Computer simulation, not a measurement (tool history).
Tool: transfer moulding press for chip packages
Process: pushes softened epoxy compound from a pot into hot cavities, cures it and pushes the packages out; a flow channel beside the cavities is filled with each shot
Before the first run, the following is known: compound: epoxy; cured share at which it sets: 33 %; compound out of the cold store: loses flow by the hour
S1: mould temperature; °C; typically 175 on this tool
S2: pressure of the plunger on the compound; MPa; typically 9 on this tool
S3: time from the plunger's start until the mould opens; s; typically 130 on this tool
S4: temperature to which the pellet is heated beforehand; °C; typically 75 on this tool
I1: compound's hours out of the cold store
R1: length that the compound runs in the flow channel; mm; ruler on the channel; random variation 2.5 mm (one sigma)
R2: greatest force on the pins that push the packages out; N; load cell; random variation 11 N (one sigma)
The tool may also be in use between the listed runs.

{"run": 1, "hour": 0.0, "S1": 175, "S2": 9, "S3": 130, "S4": 75, "I1": 10.1, "R1": 660, "R2": 717}
{"run": 2, "hour": 6.8, "S1": 175, "S2": 9, "S3": 130, "S4": 75, "I1": 15.9, "R1": 645, "R2": 742}
{"run": 3, "hour": 19.9, "S1": 175, "S2": 9, "S3": 130, "S4": 75, "I1": 33.3, "R1": 605, "R2": 762}
{"hour": 23.4, "done": "cavities cleaned with cleaning compound and waxed"}
{"run": 4, "hour": 34.1, "S1": 175, "S2": 9, "S3": 138, "S4": 75, "I1": 47.5, "R1": 582, "R2": 514}
{"run": 5, "hour": 45.3, "S1": 175, "S2": 9, "S3": 138, "S4": 75, "I1": 34, "R1": 605, "R2": 590}
{"run": 6, "hour": 59.1, "S1": 175, "S2": 9, "S3": 138, "S4": 75, "I1": 24, "R1": 627, "R2": 634}
{"hour": 62.0, "done": "mould's thermocouples calibrated"}
{"hour": 70.2, "done": "plunger's sealing rings changed"}
{"run": 7, "hour": 74.6, "S1": 175, "S2": 9, "S3": 138, "S4": 75, "I1": 23.3, "R1": 646, "R2": 669}
{"run": 8, "hour": 85.5, "S1": 175, "S2": 9, "S3": 138, "S4": 75, "I1": 11.5, "R1": 675, "R2": 717}
{"hour": 88.5, "done": "cavities cleaned with cleaning compound and waxed"}
{"run": 9, "hour": 98.1, "S1": 175, "S2": 9, "S3": 130, "S4": 75, "I1": 24.6, "R1": 641, "R2": 589}
{"hour": 103.7, "done": "mould's thermocouples calibrated, once more"}
{"run": 10, "hour": 112.2, "S1": 175, "S2": 9, "S3": 130, "S4": 75, "I1": 29.7, "R1": 633, "R2": 625}
{"run": 11, "hour": 127.1, "S1": 175, "S2": 9, "S3": 130, "S4": 75, "I1": 23.9, "R1": 645, "R2": 684}
{"run": 12, "hour": 141.2, "S1": 175, "S2": 9, "S3": 130, "S4": 75, "I1": 25, "R1": 642, "R2": 745}
{"hour": 151.4, "done": "cavities cleaned with cleaning compound and waxed"}
{"run": 13, "hour": 157.4, "S1": 179, "S2": 7.18, "S3": 157, "S4": 76, "I1": 22.5, "R1": 568, "R2": 459}
{"run": 14, "hour": 169.9, "S1": 179, "S2": 7.18, "S3": 157, "S4": 76, "I1": 9.2, "R1": 598, "R2": 513}
{"run": 15, "hour": 178.3, "S1": 179, "S2": 7.18, "S3": 157, "S4": 76, "I1": 9.5, "R1": 594, "R2": 515}
{"run": 16, "hour": 191.0, "S1": 175, "S2": 10.24, "S3": 146, "S4": 75, "I1": 34.7, "R1": 662, "R2": 627}
{"run": 17, "hour": 198.1, "S1": 175, "S2": 10.24, "S3": 146, "S4": 75, "I1": 13.2, "R1": 714, "R2": 635}
{"hour": 212.3, "done": "cavities cleaned with cleaning compound and waxed"}
{"run": 18, "hour": 215.3, "S1": 175, "S2": 10.24, "S3": 146, "S4": 75, "I1": 43.6, "R1": 642, "R2": 480}
{"run": 19, "hour": 225.7, "S1": 175, "S2": 10.24, "S3": 146, "S4": 75, "I1": 8.7, "R1": 724, "R2": 544}
{"run": 20, "hour": 234.1, "S1": 175, "S2": 10.24, "S3": 146, "S4": 75, "I1": 23.6, "R1": 679, "R2": 560}
{"run": 21, "hour": 244.7, "S1": 167, "S2": 8.22, "S3": 130, "S4": 75, "I1": 34.6, "R1": 610, "R2": 1140}

What if the next run were any one of these 4? Each begins from the tool's condition after run 21:
{"run": "A", "hour": 254.3, "S1": 173, "S2": 10.96, "S3": 130, "S4": 75, "I1": 16.9, "R1": "?", "R2": "?"}
{"run": "B", "hour": 254.3, "S1": 167, "S2": 10.48, "S3": 165, "S4": 84, "I1": 20.7, "R1": "?", "R2": "?"}
{"run": "C", "hour": 254.3, "S1": 167, "S2": 9.83, "S3": 130, "S4": 83, "I1": 42.4, "R1": "?", "R2": "?"}
{"run": "D", "hour": 254.3, "S1": 167, "S2": 9.04, "S3": 137, "S4": 71, "I1": 32, "R1": "?", "R2": "?"}

run=A R1=728 R2=800
run=B R1=720 R2=785
run=C R1=643 R2=1134
run=D R1=642 R2=1065
Without the tool's hidden state the same runs would have given:
run=A R1=738 R2=591
run=B R1=730 R2=581
run=C R1=652 R2=835
run=D R1=651 R2=785

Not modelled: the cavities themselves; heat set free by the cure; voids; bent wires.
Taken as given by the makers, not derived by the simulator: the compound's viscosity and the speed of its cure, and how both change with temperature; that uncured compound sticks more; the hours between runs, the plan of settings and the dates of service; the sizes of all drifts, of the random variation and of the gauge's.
